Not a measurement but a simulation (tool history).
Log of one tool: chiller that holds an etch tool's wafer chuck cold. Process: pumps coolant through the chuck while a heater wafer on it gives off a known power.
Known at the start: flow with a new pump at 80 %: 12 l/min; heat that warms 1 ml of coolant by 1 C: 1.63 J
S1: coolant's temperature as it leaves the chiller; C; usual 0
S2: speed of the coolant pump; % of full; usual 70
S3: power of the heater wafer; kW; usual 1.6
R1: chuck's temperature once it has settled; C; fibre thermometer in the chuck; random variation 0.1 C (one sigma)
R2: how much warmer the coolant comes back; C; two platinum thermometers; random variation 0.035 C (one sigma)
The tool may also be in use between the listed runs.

run,hour,S1,S2,S3,R1,R2
1,0,0,70,1.6,17.9,6.23
2,65.8,0,70,1.6,18.1,6.25
3,151,0,70,1.6,18,6.3
4,215.8,0,70,1.6,18.1,6.28
5,268.7,0,70,1.6,18.5,6.34
6,357.1,-7,63,1.596,13.2,7.17
7,399.9,-7,71,1.444,9.4,5.71
8,448.2,2,79,0.996,12,3.48
9,499.9,-3,79,1.137,8.5,4.01
10,588.2,-6,77,1.62,11.3,5.87

Forecast each of these 3 alternatives for the next run:
A,638.8,-9,70,2.168,?,?
B,638.8,-7,61,0.927,?,?
C,638.8,0,65,1.616,?,?

run,R1,R2
A,16.7,8.7
B,5.4,4.33
C,20.6,7.1
Without the tool's hidden state the same runs would have given:
run,R1,R2
A,12.8,7.68
B,3.8,3.82
C,17.6,6.26
